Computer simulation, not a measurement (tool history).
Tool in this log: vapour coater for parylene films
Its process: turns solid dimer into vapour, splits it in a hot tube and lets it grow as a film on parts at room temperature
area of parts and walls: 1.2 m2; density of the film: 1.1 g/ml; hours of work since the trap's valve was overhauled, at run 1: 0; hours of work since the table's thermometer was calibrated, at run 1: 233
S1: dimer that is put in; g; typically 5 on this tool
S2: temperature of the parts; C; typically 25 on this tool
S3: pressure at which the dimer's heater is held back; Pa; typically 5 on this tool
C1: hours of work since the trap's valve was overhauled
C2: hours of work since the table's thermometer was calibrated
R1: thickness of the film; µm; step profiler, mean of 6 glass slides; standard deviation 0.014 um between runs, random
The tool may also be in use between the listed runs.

{"run": 1, "hour": 0.0, "S1": 5, "S2": 25, "S3": 5, "C1": 0, "C2": 233, "R1": 2.2}
{"run": 2, "hour": 27.7, "S1": 5, "S2": 25, "S3": 6.14, "C1": 22, "C2": 254, "R1": 2.09}
{"run": 3, "hour": 55.5, "S1": 5, "S2": 25, "S3": 6.14, "C1": 44, "C2": 276, "R1": 2.08}
{"run": 4, "hour": 83.6, "S1": 4, "S2": 25, "S3": 5, "C1": 66, "C2": 299, "R1": 1.72}
{"run": 5, "hour": 102.2, "S1": 3, "S2": 25, "S3": 5, "C1": 81, "C2": 313, "R1": 1.26}
{"run": 6, "hour": 123.2, "S1": 5, "S2": 25, "S3": 5.32, "C1": 97, "C2": 330, "R1": 2.08}
{"run": 7, "hour": 142.1, "S1": 5, "S2": 25, "S3": 5, "C1": 112, "C2": 345, "R1": 2.11}
{"run": 8, "hour": 167.9, "S1": 6, "S2": 25, "S3": 5, "C1": 133, "C2": 365, "R1": 2.5}
{"run": 9, "hour": 182.0, "S1": 6, "S2": 25, "S3": 5, "C1": 144, "C2": 377, "R1": 2.54}
{"run": 10, "hour": 202.9, "S1": 6, "S2": 25, "S3": 5, "C1": 160, "C2": 393, "R1": 2.49}
{"run": 11, "hour": 228.8, "S1": 6, "S2": 25, "S3": 5, "C1": 181, "C2": 413, "R1": 2.52}
{"run": 12, "hour": 251.2, "S1": 6, "S2": 25, "S3": 5, "C1": 199, "C2": 431, "R1": 2.51}
{"run": 13, "hour": 278.0, "S1": 4, "S2": 25, "S3": 5, "C1": 220, "C2": 452, "R1": 1.66}
{"run": 14, "hour": 302.9, "S1": 7, "S2": 22, "S3": 5.24, "C1": 239, "C2": 472, "R1": 3.11}
{"run": 15, "hour": 328.2, "S1": 7, "S2": 25, "S3": 4, "C1": 260, "C2": 492, "R1": 2.95}
{"run": 16, "hour": 356.9, "S1": 5, "S2": 33, "S3": 3.13, "C1": 282, "C2": 515, "R1": 1.68}
{"run": 17, "hour": 377.7, "S1": 5, "S2": 33, "S3": 3.13, "C1": 299, "C2": 531, "R1": 1.65}
{"run": 18, "hour": 405.1, "S1": 4, "S2": 23, "S3": 3.13, "C1": 320, "C2": 553, "R1": 1.85}
{"run": 19, "hour": 418.5, "S1": 5, "S2": 25, "S3": 6.08, "C1": 331, "C2": 563, "R1": 1.9}
{"run": 20, "hour": 436.5, "S1": 5, "S2": 25, "S3": 10.35, "C1": 345, "C2": 578, "R1": 1.71}
{"run": 21, "hour": 461.9, "S1": 5, "S2": 25, "S3": 10.35, "C1": 365, "C2": 598, "R1": 1.69}
{"run": 22, "hour": 484.1, "S1": 3, "S2": 29, "S3": 10.43, "C1": 383, "C2": 615, "R1": 0.88}
{"run": 23, "hour": 504.2, "S1": 5, "S2": 22, "S3": 5, "C1": 399, "C2": 631, "R1": 2.11}
{"run": 24, "hour": 518.1, "S1": 5, "S2": 22, "S3": 5, "C1": 410, "C2": 642, "R1": 2.13}
{"run": 25, "hour": 541.8, "S1": 5, "S2": 22, "S3": 5, "C1": 428, "C2": 661, "R1": 2.1}
{"hour": 548.4, "done": "trap's valve overhauled"}
{"run": 26, "hour": 567.2, "S1": 6, "S2": 24, "S3": 5, "C1": 15, "C2": 678, "R1": 2.67}

Each row is a separate what-if for the run after 26, all from the same tool condition, not one after another. Results?
{"run": "A", "hour": 595.5, "S1": 3, "S2": 36, "S3": 7.42, "C1": 37, "C2": 700, "R1": "?"}
{"run": "B", "hour": 595.5, "S1": 5, "S2": 24, "S3": 11.49, "C1": 37, "C2": 700, "R1": "?"}
{"run": "C", "hour": 595.5, "S1": 6, "S2": 24, "S3": 6.86, "C1": 37, "C2": 700, "R1": "?"}

run=A R1=0.83
run=B R1=1.89
run=C R1=2.53
With the hidden condition removed and each run's random variation left untouched, the same runs would have given:
run=A R1=0.85
run=B R1=1.93
run=C R1=2.59

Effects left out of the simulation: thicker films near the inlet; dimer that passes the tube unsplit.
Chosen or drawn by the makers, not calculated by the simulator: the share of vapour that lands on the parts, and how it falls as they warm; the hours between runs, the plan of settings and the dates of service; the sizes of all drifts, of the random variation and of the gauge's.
